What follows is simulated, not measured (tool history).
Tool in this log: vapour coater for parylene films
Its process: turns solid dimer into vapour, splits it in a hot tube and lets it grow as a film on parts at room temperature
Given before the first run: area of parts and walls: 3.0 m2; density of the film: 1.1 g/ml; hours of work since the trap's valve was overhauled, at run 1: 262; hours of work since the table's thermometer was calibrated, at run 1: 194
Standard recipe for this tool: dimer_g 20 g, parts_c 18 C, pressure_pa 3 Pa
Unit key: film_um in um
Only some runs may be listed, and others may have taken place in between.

run,hour,dimer_g,parts_c,pressure_pa,hours of work since the trap's valve was overhauled,hours of work since the table's thermometer was calibrated,film_um
1,0,20,18,3,262,194,4.35
2,27.8,20,13,3,283,215,5.01
3,58.9,20,13,3,306,238,4.96
4,85.4,20,13,3,325,257,4.88
5,102.1,20,18,3,338,270,4.2
6,136.5,20,18,3,363,295,4.11
7,173.6,20,18,3,391,323,4.11
# hour 194.8: trap's valve overhauled
8,197.6,20,18,3,2,337,3.91
9,234.9,20,18,3,30,365,3.71
10,270.2,20,18,3,56,391,3.72
11,295.9,20,18,3,75,410,3.76
12,335.9,20,18,3,104,440,3.68
13,360.2,20,18,3,122,458,3.67
14,400.7,20,18,3,152,488,3.62
# hour 417.3: trap's valve overhauled, once more
15,437.9,20,27,3,15,512,3.63
16,464,20,27,3,35,532,3.59
17,481.8,20,27,3,48,545,3.59
18,519.3,36,18,3,76,573,8.43
19,546,20,18,3,95,593,4.65
20,583.8,11,18,3,123,621,2.55
21,620.8,20,18,3,151,648,4.55
22,647.6,20,18,3,171,668,4.48
23,665.2,12,18,3,184,681,2.73
24,688.4,20,20,3,201,698,4.15

Estimate the outcome of run 25 from the log above:
25,722.1,20,26,11.68,226,723,?

Run 25 measured film_um 2.93 um.
The same run, on a tool lacking any hidden state, would have yielded film_um 3.14 um.

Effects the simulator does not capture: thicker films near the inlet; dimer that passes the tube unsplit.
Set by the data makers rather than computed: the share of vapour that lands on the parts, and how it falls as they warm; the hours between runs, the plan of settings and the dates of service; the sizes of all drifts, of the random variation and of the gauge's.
